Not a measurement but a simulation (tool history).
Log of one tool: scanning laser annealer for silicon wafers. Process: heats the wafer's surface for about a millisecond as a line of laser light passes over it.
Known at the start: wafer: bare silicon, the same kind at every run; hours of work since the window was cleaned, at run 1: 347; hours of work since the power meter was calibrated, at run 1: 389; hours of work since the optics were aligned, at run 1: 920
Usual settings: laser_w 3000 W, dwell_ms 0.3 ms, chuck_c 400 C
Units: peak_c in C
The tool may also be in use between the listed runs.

| run | hour | laser_w | dwell_ms | chuck_c | hours of work since the window was cleaned | hours of work since the power meter was calibrated | hours of work since the optics were aligned | peak_c |
|---|---|---|---|---|---|---|---|---|
| 1 | 0 | 3000 | 0.3 | 400 | 347 | 389 | 920 | 1197 |
| 2 | 12.7 | 3000 | 0.3 | 400 | 355 | 397 | 929 | 1196 |
| 3 | 29.3 | 2567 | 0.3 | 400 | 366 | 408 | 939 | 1089 |
|  | 32.2 | window over the wafer cleaned |
| 4 | 46.4 | 3000 | 0.3 | 384 | 9 | 418 | 949 | 1178 |
| 5 | 60.7 | 3000 | 0.3 | 384 | 19 | 427 | 958 | 1177 |
| 6 | 79.6 | 3000 | 0.3 | 384 | 31 | 440 | 971 | 1176 |
| 7 | 91.2 | 3141 | 0.3 | 366 | 38 | 447 | 978 | 1197 |
| 8 | 105.3 | 3141 | 0.3 | 366 | 48 | 456 | 988 | 1192 |
|  | 114 | window over the wafer cleaned, once more |
| 9 | 122.8 | 3156 | 0.22 | 413 | 6 | 466 | 998 | 1120 |
| 10 | 135.3 | 3156 | 0.22 | 413 | 14 | 475 | 1006 | 1119 |

Forecast each of these 5 alternatives for the next run:
| A | 150.3 | 2944 | 0.266 | 421 | 24 | 484 | 1015 | ? |
| B | 150.3 | 2700 | 0.366 | 408 | 24 | 484 | 1015 | ? |
| C | 150.3 | 3000 | 0.3 | 418 | 24 | 484 | 1015 | ? |
| D | 150.3 | 3300 | 0.22 | 425 | 24 | 484 | 1015 | ? |
| E | 150.3 | 3177 | 0.3 | 365 | 24 | 484 | 1015 | ? |

| run | peak_c |
|---|---|
| A | 1164 |
| B | 1232 |
| C | 1229 |
| D | 1164 |
| E | 1222 |
Without the tool's hidden state the same runs would have given:
| run | peak_c |
|---|---|
| A | 1176 |
| B | 1245 |
| C | 1242 |
| D | 1176 |
| E | 1236 |
